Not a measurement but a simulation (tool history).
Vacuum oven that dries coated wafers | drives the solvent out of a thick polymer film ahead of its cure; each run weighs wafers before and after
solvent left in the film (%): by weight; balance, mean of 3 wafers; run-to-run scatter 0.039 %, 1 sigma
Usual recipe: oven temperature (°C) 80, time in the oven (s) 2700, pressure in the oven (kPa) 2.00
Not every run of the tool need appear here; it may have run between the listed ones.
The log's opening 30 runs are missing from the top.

run   hour  oven temperature (°C)  time in the oven (s)  pressure in the oven (kPa)  hours of work since the thermocouples were calibrated  hours of work since the vacuum gauge was cleaned of residue  solvent left in the film (%)
 31  327.5                     80                  2100                        2.00                                                    434                                                          434                          4.90
 32  335.3                     65                  3900                        2.60                                                    439                                                          439                          7.07
 33  347.2                     80                  2700                        1.46                                                    447                                                          447                          3.48
 34  355.2                     80                  2700                        1.46                                                    452                                                          452                          3.45
 35  362.6                     74                  2700                        1.46                                                    456                                                          456                          5.01
 36  375.7                     74                  2700                        1.46                                                    465                                                          465                          5.24
 37  383.8                     67                  1920                        2.51                                                    470                                                          470                          9.71
 38  391.1                     67                  1920                        2.51                                                    474                                                          474                          9.86
 39  399.3                     75                  1680                        1.40                                                    479                                                          479                          7.40
 40  408.1                     81                  2520                        4.87                                                    485                                                          485                          5.11
 41  414.5                     81                  2520                        4.87                                                    489                                                          489                          5.20
 42  425.9                     81                  2520                        4.87                                                    496                                                          496                          5.29
 43  434.6                     68                  2700                        4.71                                                    502                                                          502                          9.25
 44  447.6                     68                  2700                        4.71                                                    510                                                          510                          9.21
 45  455.5                     68                  2700                        4.71                                                    515                                                          515                          9.39
 46  469.1                     68                  3000                        4.06                                                    523                                                          523                          8.37
 47  476.8                     80                  2700                        2.33                                                    528                                                          528                          3.95

What if the next run were any one of these 4? Each begins from the tool's condition after run 47:
  A  487.3                     75                  2700                        2.00                                                    535                                                          535                             ?
  B  487.3                     76                  2220                        2.33                                                    535                                                          535                             ?
  C  487.3                     77                  1440                        3.34                                                    535                                                          535                             ?
  D  487.3                     67                  3900                        2.00                                                    535                                                          535                             ?

run  solvent left in the film (%)
  A                          5.22
  B                          6.16
  C                          8.45
  D                          5.95
Had the tool no hidden state, the same runs would have come out as:
run  solvent left in the film (%)
  A                          4.67
  B                          5.61
  C                          7.91
  D                          5.33
